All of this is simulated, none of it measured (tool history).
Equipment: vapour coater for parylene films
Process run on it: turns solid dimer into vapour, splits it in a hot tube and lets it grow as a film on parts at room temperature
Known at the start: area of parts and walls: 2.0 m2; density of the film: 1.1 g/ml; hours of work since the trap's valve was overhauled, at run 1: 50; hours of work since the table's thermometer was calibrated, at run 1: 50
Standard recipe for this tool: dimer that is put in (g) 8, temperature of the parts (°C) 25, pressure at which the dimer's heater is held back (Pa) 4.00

run,hour,dimer that is put in (g),temperature of the parts (°C),pressure at which the dimer's heater is held back (Pa),hours of work since the trap's valve was overhauled,hours of work since the table's thermometer was calibrated,thickness of the film (um)
1,0.0,8,25,4.00,50,50,2.51
2,45.9,8,25,4.00,89,89,2.50
3,102.9,4,25,4.00,138,138,1.24
4,151.7,4,22,4.00,181,181,1.31
5,200.3,13,25,4.00,223,223,3.96
6,277.5,13,25,4.00,289,289,3.93
7,328.7,13,25,4.00,333,333,3.90
# hour 343.3: trap's valve overhauled
8,382.1,13,25,3.03,33,376,4.27
9,428.8,13,25,3.03,74,416,4.24
10,506.2,13,25,3.03,141,483,4.20
11,570.8,13,25,3.03,196,539,4.12
12,641.4,13,25,3.03,257,600,4.09
13,690.8,13,25,3.03,300,642,4.06
14,730.3,13,25,3.03,334,677,4.05
# hour 743.5: trap's valve overhauled
15,809.1,8,25,4.44,57,741,2.46
16,877.7,4,25,4.44,116,800,1.21
17,926.3,3,18,4.44,158,842,1.03
18,976.4,8,31,4.00,201,886,2.22
19,1026.2,8,31,4.00,244,929,2.19
20,1067.5,13,25,7.68,280,964,3.50
21,1125.5,3,18,8.55,330,1014,0.89
# hour 1142.2: trap's valve overhauled
22,1201.4,5,29,2.69,51,1076,1.54
23,1255.8,8,34,3.88,98,1123,2.12
24,1299.4,7,19,9.89,136,1161,2.08
25,1372.4,13,23,7.80,199,1224,3.68
26,1433.4,8,32,4.00,251,1277,2.12

Below are 4 alternative next runs, each starting from the tool's condition after run 26. Predict each:
A,1478.6,8,32,4.48,290,1316,?
B,1478.6,8,18,2.15,290,1316,?
C,1478.6,7,24,2.97,290,1316,?
D,1478.6,5,19,2.75,290,1316,?

run,thickness of the film (um)
A,2.09
B,3.03
C,2.25
D,1.78
With no hidden state in the tool, these same runs would have given:
run,thickness of the film (um)
A,2.21
B,3.21
C,2.38
D,1.88
